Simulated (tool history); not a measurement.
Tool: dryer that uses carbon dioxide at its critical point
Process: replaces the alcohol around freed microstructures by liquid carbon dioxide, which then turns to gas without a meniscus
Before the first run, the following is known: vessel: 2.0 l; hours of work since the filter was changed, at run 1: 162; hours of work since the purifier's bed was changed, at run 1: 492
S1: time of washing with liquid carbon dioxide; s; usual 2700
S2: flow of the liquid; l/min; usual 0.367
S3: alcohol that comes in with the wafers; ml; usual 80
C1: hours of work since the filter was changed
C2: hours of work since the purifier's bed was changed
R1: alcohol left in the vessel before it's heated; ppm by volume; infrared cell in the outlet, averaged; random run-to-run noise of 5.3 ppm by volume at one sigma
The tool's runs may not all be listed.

run 1 hour=0 | S1=2700 S2=0.367 S3=80 | C1=162 C2=492 | R1=204
run 2 hour=11 | S1=2700 S2=0.367 S3=54 | C1=169 C2=499 | R1=148
run 3 hour=26.8 | S1=2700 S2=0.367 S3=80 | C1=180 C2=510 | R1=209
run 4 hour=42.2 | S1=2700 S2=0.367 S3=80 | C1=191 C2=521 | R1=217
run 5 hour=52.1 | S1=2700 S2=0.367 S3=80 | C1=198 C2=528 | R1=216
run 6 hour=71.9 | S1=2700 S2=0.367 S3=80 | C1=212 C2=542 | R1=229
run 7 hour=89.1 | S1=2700 S2=0.367 S3=80 | C1=224 C2=554 | R1=228
run 8 hour=106.5 | S1=2700 S2=0.367 S3=80 | C1=237 C2=567 | R1=233
run 9 hour=125.8 | S1=2700 S2=0.367 S3=80 | C1=250 C2=580 | R1=251
run 10 hour=140.9 | S1=1800 S2=0.367 S3=80 | C1=261 C2=591 | R1=1290
run 11 hour=159.7 | S1=1800 S2=0.367 S3=80 | C1=274 C2=604 | R1=1285
run 12 hour=175.4 | S1=1800 S2=0.367 S3=80 | C1=285 C2=615 | R1=1328
run 13 hour=188.8 | S1=1800 S2=0.367 S3=80 | C1=295 C2=625 | R1=1348
run 14 hour=197.1 | S1=1800 S2=0.367 S3=80 | C1=300 C2=630 | R1=1329
run 15 hour=211.6 | S1=2700 S2=0.367 S3=80 | C1=311 C2=641 | R1=290
run 16 hour=225.5 | S1=2700 S2=0.367 S3=80 | C1=320 C2=650 | R1=291
run 17 hour=233.9 | S1=2700 S2=0.367 S3=80 | C1=326 C2=656 | R1=306
run 18 hour=251.8 | S1=2700 S2=0.367 S3=80 | C1=339 C2=669 | R1=302
run 19 hour=270.2 | S1=2700 S2=0.367 S3=80 | C1=352 C2=682 | R1=322
run 20 hour=286.5 | S1=2700 S2=0.367 S3=26 | C1=363 C2=693 | R1=139
-- hour=299.2 inlet filter changed
run 21 hour=299.5 | S1=2700 S2=0.367 S3=26 | C1=0 C2=702 | R1=84
run 22 hour=308.1 | S1=1980 S2=0.367 S3=80 | C1=6 C2=708 | R1=580

What does the tool deliver on the next run?
run 23 hour=320.6 | S1=1980 S2=0.367 S3=80 | C1=15 C2=717 | R1=?

Run 23 produced R1 591 ppm by volume.
Without the tool's hidden state the same run would have given R1 530 ppm by volume.
